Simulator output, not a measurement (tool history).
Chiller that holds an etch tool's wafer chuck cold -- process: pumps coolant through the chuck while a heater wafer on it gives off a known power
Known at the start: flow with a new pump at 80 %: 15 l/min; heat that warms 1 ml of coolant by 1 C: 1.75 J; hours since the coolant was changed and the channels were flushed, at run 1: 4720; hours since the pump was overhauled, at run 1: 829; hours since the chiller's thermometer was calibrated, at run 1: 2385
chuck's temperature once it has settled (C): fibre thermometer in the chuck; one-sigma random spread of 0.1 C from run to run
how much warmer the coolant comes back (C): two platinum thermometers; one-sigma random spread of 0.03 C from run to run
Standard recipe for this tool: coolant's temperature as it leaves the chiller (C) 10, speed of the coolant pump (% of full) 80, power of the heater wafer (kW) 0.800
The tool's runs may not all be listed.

run   hour  coolant's temperature as it leaves the chiller (C)  speed of the coolant pump (% of full)  power of the heater wafer (kW)  hours since the coolant was changed and the channels were flushed  hours since the pump was overhauled  hours since the chiller's thermometer was calibrated  chuck's temperature once it has settled (C)  how much warmer the coolant comes back (C)
  1    0.0                                                  10                                     80                           0.800                                                               4720                                  829                                                  2385                                         17.7                                        1.85
  2   28.4                                                  16                                     80                           0.800                                                               4749                                  857                                                  2414                                         23.7                                        1.80
  3   45.5                                                  14                                     80                           0.800                                                               4766                                  874                                                  2431                                         21.7                                        1.88
  4   69.1                                                  14                                     80                           0.800                                                               4790                                  898                                                  2455                                         21.5                                        1.88
  5  103.3                                                  14                                     80                           0.800                                                               4824                                  932                                                  2489                                         21.7                                        1.82
  6  118.3                                                  14                                     80                           0.800                                                               4839                                  947                                                  2504                                         21.8                                        1.81
  7  151.1                                                  14                                     80                           0.800                                                               4872                                  980                                                  2537                                         21.8                                        1.84
  8  169.1                                                  10                                     80                           0.800                                                               4890                                  998                                                  2555                                         17.7                                        1.88
  9  189.7                                                  10                                     87                           0.800                                                               4910                                 1019                                                  2575                                         17.1                                        1.70
 10  208.6                                                  13                                     88                           0.486                                                               4929                                 1037                                                  2594                                         17.2                                        1.03
     215.6  -- coolant pump overhauled
 11  246.7                                                  10                                     67                           0.713                                                               4962                                   31                                                  2627                                         18.2                                        1.93
 12  277.8                                                   7                                     64                           0.534                                                               4993                                   62                                                  2658                                         13.4                                        1.57
 13  309.0                                                   8                                     64                           0.534                                                               5024                                   93                                                  2690                                         14.3                                        1.58
 14  326.9                                                   5                                     72                           0.465                                                               5042                                  111                                                  2707                                         10.0                                        1.18
 15  344.8                                                   5                                     78                           0.470                                                               5060                                  129                                                  2725                                          9.8                                        1.18
 16  369.8                                                   5                                     97                           0.484                                                               5085                                  154                                                  2750                                          8.9                                        0.99

Here are 3 independent what-if runs from the current tool condition. What would each one return?
  A  403.2                                                   5                                     97                           1.057                                                               5119                                  188                                                  2784                                            ?                                           ?
  B  403.2                                                  15                                     80                           0.800                                                               5119                                  188                                                  2784                                            ?                                           ?
  C  403.2                                                   8                                     89                           1.024                                                               5119                                  188                                                  2784                                            ?                                           ?

run  chuck's temperature once it has settled (C)  how much warmer the coolant comes back (C)
  A                                         13.6                                        1.98
  B                                         22.8                                        1.89
  C                                         17.1                                        2.10
The same runs, with their run-to-run variation unchanged, on a tool lacking any hidden condition would have given:
run  chuck's temperature once it has settled (C)  how much warmer the coolant comes back (C)
  A                                         13.0                                        1.94
  B                                         22.3                                        1.85
  C                                         16.5                                        2.06
